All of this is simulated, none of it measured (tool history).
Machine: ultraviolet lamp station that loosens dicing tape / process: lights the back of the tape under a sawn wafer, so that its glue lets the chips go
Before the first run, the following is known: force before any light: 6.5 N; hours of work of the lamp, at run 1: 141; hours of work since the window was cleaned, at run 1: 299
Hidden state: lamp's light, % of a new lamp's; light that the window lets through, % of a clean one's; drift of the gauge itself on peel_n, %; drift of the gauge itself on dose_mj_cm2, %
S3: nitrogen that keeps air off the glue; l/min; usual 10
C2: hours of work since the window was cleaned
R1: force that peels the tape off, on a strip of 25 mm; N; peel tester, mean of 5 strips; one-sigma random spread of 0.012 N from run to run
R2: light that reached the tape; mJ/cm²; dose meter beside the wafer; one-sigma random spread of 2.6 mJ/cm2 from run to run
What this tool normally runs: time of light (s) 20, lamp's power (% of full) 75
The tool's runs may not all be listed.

{"run": 1, "hour": 0.0, "time of light (s)": 20, "lamp's power (% of full)": 75, "S3": 10, "hours of work of the lamp": 141, "C2": 299, "R1": 0.755, "R2": 270}
{"run": 2, "hour": 29.8, "time of light (s)": 20, "lamp's power (% of full)": 75, "S3": 10, "hours of work of the lamp": 159, "C2": 316, "R1": 0.779, "R2": 273}
{"run": 3, "hour": 49.5, "time of light (s)": 18, "lamp's power (% of full)": 75, "S3": 10, "hours of work of the lamp": 170, "C2": 328, "R1": 0.958, "R2": 237}
{"run": 4, "hour": 97.0, "time of light (s)": 18, "lamp's power (% of full)": 75, "S3": 10, "hours of work of the lamp": 199, "C2": 356, "R1": 1.029, "R2": 234}
{"run": 5, "hour": 129.0, "time of light (s)": 18, "lamp's power (% of full)": 75, "S3": 10, "hours of work of the lamp": 217, "C2": 375, "R1": 1.067, "R2": 232}
{"run": 6, "hour": 153.4, "time of light (s)": 20, "lamp's power (% of full)": 75, "S3": 5, "hours of work of the lamp": 232, "C2": 389, "R1": 1.35, "R2": 252}
{"run": 7, "hour": 193.4, "time of light (s)": 20, "lamp's power (% of full)": 75, "S3": 5, "hours of work of the lamp": 256, "C2": 413, "R1": 1.405, "R2": 246}
{"run": 8, "hour": 238.4, "time of light (s)": 35, "lamp's power (% of full)": 75, "S3": 5, "hours of work of the lamp": 282, "C2": 440, "R1": 0.544, "R2": 421}
{"run": 9, "hour": 269.6, "time of light (s)": 20, "lamp's power (% of full)": 75, "S3": 10, "hours of work of the lamp": 301, "C2": 458, "R1": 0.988, "R2": 237}
{"hour": 282.8, "done": "window cleaned of glue's vapour"}
{"run": 10, "hour": 302.9, "time of light (s)": 20, "lamp's power (% of full)": 75, "S3": 10, "hours of work of the lamp": 320, "C2": 12, "R1": 1.141, "R2": 215}
{"run": 11, "hour": 330.6, "time of light (s)": 20, "lamp's power (% of full)": 75, "S3": 10, "hours of work of the lamp": 336, "C2": 28, "R1": 1.105, "R2": 216}
{"run": 12, "hour": 364.9, "time of light (s)": 20, "lamp's power (% of full)": 75, "S3": 10, "hours of work of the lamp": 357, "C2": 49, "R1": 1.181, "R2": 213}
{"run": 13, "hour": 408.8, "time of light (s)": 20, "lamp's power (% of full)": 75, "S3": 10, "hours of work of the lamp": 383, "C2": 75, "R1": 1.247, "R2": 208}
{"run": 14, "hour": 448.5, "time of light (s)": 20, "lamp's power (% of full)": 75, "S3": 10, "hours of work of the lamp": 406, "C2": 98, "R1": 1.288, "R2": 200}
{"run": 15, "hour": 492.7, "time of light (s)": 20, "lamp's power (% of full)": 75, "S3": 10, "hours of work of the lamp": 432, "C2": 124, "R1": 1.385, "R2": 200}
{"hour": 501.2, "done": "window cleaned of glue's vapour, once more"}
{"run": 16, "hour": 528.8, "time of light (s)": 20, "lamp's power (% of full)": 75, "S3": 10, "hours of work of the lamp": 453, "C2": 16, "R1": 0.802, "R2": 263}
{"run": 17, "hour": 552.6, "time of light (s)": 20, "lamp's power (% of full)": 75, "S3": 10, "hours of work of the lamp": 467, "C2": 30, "R1": 0.839, "R2": 263}
{"run": 18, "hour": 586.6, "time of light (s)": 20, "lamp's power (% of full)": 75, "S3": 10, "hours of work of the lamp": 487, "C2": 50, "R1": 0.866, "R2": 258}
{"run": 19, "hour": 607.7, "time of light (s)": 20, "lamp's power (% of full)": 75, "S3": 14, "hours of work of the lamp": 500, "C2": 63, "R1": 0.722, "R2": 256}
{"run": 20, "hour": 648.9, "time of light (s)": 20, "lamp's power (% of full)": 75, "S3": 14, "hours of work of the lamp": 524, "C2": 87, "R1": 0.767, "R2": 251}
{"run": 21, "hour": 685.3, "time of light (s)": 20, "lamp's power (% of full)": 75, "S3": 10, "hours of work of the lamp": 546, "C2": 109, "R1": 0.904, "R2": 251}
{"run": 22, "hour": 709.5, "time of light (s)": 20, "lamp's power (% of full)": 75, "S3": 7, "hours of work of the lamp": 560, "C2": 123, "R1": 1.167, "R2": 247}
{"run": 23, "hour": 756.6, "time of light (s)": 20, "lamp's power (% of full)": 64, "S3": 6, "hours of work of the lamp": 588, "C2": 151, "R1": 1.609, "R2": 202}
{"run": 24, "hour": 776.0, "time of light (s)": 20, "lamp's power (% of full)": 68, "S3": 6, "hours of work of the lamp": 599, "C2": 162, "R1": 1.543, "R2": 213}
{"run": 25, "hour": 819.3, "time of light (s)": 15, "lamp's power (% of full)": 68, "S3": 6, "hours of work of the lamp": 625, "C2": 188, "R1": 2.282, "R2": 156}
{"run": 26, "hour": 857.4, "time of light (s)": 11, "lamp's power (% of full)": 75, "S3": 7, "hours of work of the lamp": 647, "C2": 211, "R1": 2.648, "R2": 123}
{"run": 27, "hour": 879.6, "time of light (s)": 11, "lamp's power (% of full)": 75, "S3": 7, "hours of work of the lamp": 661, "C2": 224, "R1": 2.655, "R2": 125}
{"run": 28, "hour": 926.2, "time of light (s)": 27, "lamp's power (% of full)": 95, "S3": 16, "hours of work of the lamp": 688, "C2": 251, "R1": 0.339, "R2": 370}
{"run": 29, "hour": 968.5, "time of light (s)": 15, "lamp's power (% of full)": 94, "S3": 7, "hours of work of the lamp": 713, "C2": 276, "R1": 1.578, "R2": 198}
{"run": 30, "hour": 1001.7, "time of light (s)": 15, "lamp's power (% of full)": 94, "S3": 7, "hours of work of the lamp": 733, "C2": 296, "R1": 1.615, "R2": 195}
{"run": 31, "hour": 1039.5, "time of light (s)": 15, "lamp's power (% of full)": 65, "S3": 10, "hours of work of the lamp": 755, "C2": 318, "R1": 2.181, "R2": 131}
{"run": 32, "hour": 1079.7, "time of light (s)": 37, "lamp's power (% of full)": 78, "S3": 3, "hours of work of the lamp": 779, "C2": 342, "R1": 0.949, "R2": 382}
{"run": 33, "hour": 1102.6, "time of light (s)": 37, "lamp's power (% of full)": 78, "S3": 12, "hours of work of the lamp": 792, "C2": 356, "R1": 0.389, "R2": 382}
{"run": 34, "hour": 1138.0, "time of light (s)": 27, "lamp's power (% of full)": 95, "S3": 12, "hours of work of the lamp": 813, "C2": 376, "R1": 0.503, "R2": 329}
{"run": 35, "hour": 1171.0, "time of light (s)": 27, "lamp's power (% of full)": 99, "S3": 8, "hours of work of the lamp": 833, "C2": 396, "R1": 0.585, "R2": 336}
{"run": 36, "hour": 1214.8, "time of light (s)": 14, "lamp's power (% of full)": 75, "S3": 7, "hours of work of the lamp": 859, "C2": 422, "R1": 2.6, "R2": 126}
{"run": 37, "hour": 1261.9, "time of light (s)": 16, "lamp's power (% of full)": 75, "S3": 14, "hours of work of the lamp": 886, "C2": 450, "R1": 1.769, "R2": 143}
{"hour": 1289.7, "done": "window cleaned of glue's vapour"}
{"run": 38, "hour": 1289.7, "time of light (s)": 16, "lamp's power (% of full)": 75, "S3": 14, "hours of work of the lamp": 903, "C2": 0, "R1": 1.413, "R2": 170}
{"run": 39, "hour": 1311.2, "time of light (s)": 16, "lamp's power (% of full)": 75, "S3": 14, "hours of work of the lamp": 915, "C2": 13, "R1": 1.428, "R2": 168}
{"run": 40, "hour": 1351.1, "time of light (s)": 20, "lamp's power (% of full)": 94, "S3": 10, "hours of work of the lamp": 939, "C2": 36, "R1": 0.849, "R2": 256}
{"run": 41, "hour": 1381.6, "time of light (s)": 20, "lamp's power (% of full)": 94, "S3": 10, "hours of work of the lamp": 957, "C2": 54, "R1": 0.891, "R2": 254}
{"run": 42, "hour": 1419.0, "time of light (s)": 20, "lamp's power (% of full)": 62, "S3": 6, "hours of work of the lamp": 979, "C2": 76, "R1": 2.142, "R2": 164}
{"run": 43, "hour": 1446.3, "time of light (s)": 17, "lamp's power (% of full)": 94, "S3": 16, "hours of work of the lamp": 995, "C2": 93, "R1": 0.939, "R2": 208}
{"run": 44, "hour": 1491.1, "time of light (s)": 17, "lamp's power (% of full)": 94, "S3": 16, "hours of work of the lamp": 1022, "C2": 119, "R1": 0.987, "R2": 204}

Below are 3 alternative next runs, each starting from the tool's condition after run 44. Predict each:
{"run": "A", "hour": 1512.8, "time of light (s)": 17, "lamp's power (% of full)": 66, "S3": 16, "hours of work of the lamp": 1035, "C2": 132, "R1": "?", "R2": "?"}
{"run": "B", "hour": 1512.8, "time of light (s)": 17, "lamp's power (% of full)": 94, "S3": 3, "hours of work of the lamp": 1035, "C2": 132, "R1": "?", "R2": "?"}
{"run": "C", "hour": 1512.8, "time of light (s)": 17, "lamp's power (% of full)": 94, "S3": 19, "hours of work of the lamp": 1035, "C2": 132, "R1": "?", "R2": "?"}

run=A R1=1.792 R2=140
run=B R1=2.3 R2=199
run=C R1=0.979 R2=200
Stripped of hidden state, with their random variation kept, the same runs would have yielded:
run=A R1=0.748 R2=244
run=B R1=1.118 R2=350
run=C R1=0.346 R2=350

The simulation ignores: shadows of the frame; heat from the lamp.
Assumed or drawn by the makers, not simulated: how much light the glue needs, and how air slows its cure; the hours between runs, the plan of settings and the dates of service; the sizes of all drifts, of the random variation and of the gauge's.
